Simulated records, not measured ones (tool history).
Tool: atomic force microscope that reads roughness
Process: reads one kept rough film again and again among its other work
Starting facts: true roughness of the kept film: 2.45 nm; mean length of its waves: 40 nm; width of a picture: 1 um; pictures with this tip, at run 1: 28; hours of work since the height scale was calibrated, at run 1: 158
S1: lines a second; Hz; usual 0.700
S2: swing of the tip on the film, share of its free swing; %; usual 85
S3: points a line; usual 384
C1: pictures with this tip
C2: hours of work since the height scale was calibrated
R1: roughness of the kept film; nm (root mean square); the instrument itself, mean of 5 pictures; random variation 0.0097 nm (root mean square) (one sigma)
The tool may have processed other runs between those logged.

run,hour,S1,S2,S3,C1,C2,R1
1,0.0,0.700,85,384,28,158,2.090
2,27.0,0.700,85,384,54,174,2.017
3,42.1,0.700,78,384,69,183,1.987
4,58.9,0.700,78,384,86,193,1.946
# hour 82.3: new tip fitted
5,90.7,0.700,85,721,9,212,2.163
6,120.6,0.700,85,721,38,230,2.081
7,153.7,0.700,85,721,71,250,1.981
8,168.6,0.700,85,329,85,258,1.922
9,189.9,0.700,85,329,106,271,1.886
# hour 192.8: new tip fitted
10,216.4,0.700,85,329,23,287,2.129
11,246.1,0.700,85,329,52,304,2.031
12,262.7,1.635,87,329,68,314,1.862
13,288.5,1.336,85,268,94,330,1.836
# hour 302.4: new tip fitted
14,306.7,1.893,84,716,4,340,2.035
15,342.2,0.700,62,384,39,361,2.112
# hour 346.1: height scale calibrated on a step standard
16,372.0,0.700,62,384,67,15,2.040
17,392.5,1.120,72,384,88,28,1.927
# hour 413.7: new tip fitted
18,419.1,1.120,72,384,5,43,2.189
19,443.1,1.842,74,294,29,57,2.043
20,464.1,1.842,74,294,49,70,1.987
21,498.5,1.842,77,294,83,90,1.860

Below are 5 alternative next runs, each starting from the tool's condition after run 21. Predict each:
# hour 510.3: height scale calibrated on a step standard, once more
A,515.0,0.998,72,635,99,3,?
# hour 510.3: height scale calibrated on a step standard, once more
B,515.0,1.667,55,294,99,3,?
# hour 510.3: height scale calibrated on a step standard, once more
C,515.0,0.700,85,696,99,3,?
# hour 510.3: height scale calibrated on a step standard, once more
D,515.0,2.753,67,384,99,3,?
# hour 510.3: height scale calibrated on a step standard, once more
E,515.0,3.342,85,549,99,3,?

run,R1
A,1.944
B,1.957
C,1.903
D,1.864
E,1.664
Had the tool no hidden state, the same runs would have come out as:
run,R1
A,2.244
B,2.261
C,2.199
D,2.153
E,1.922
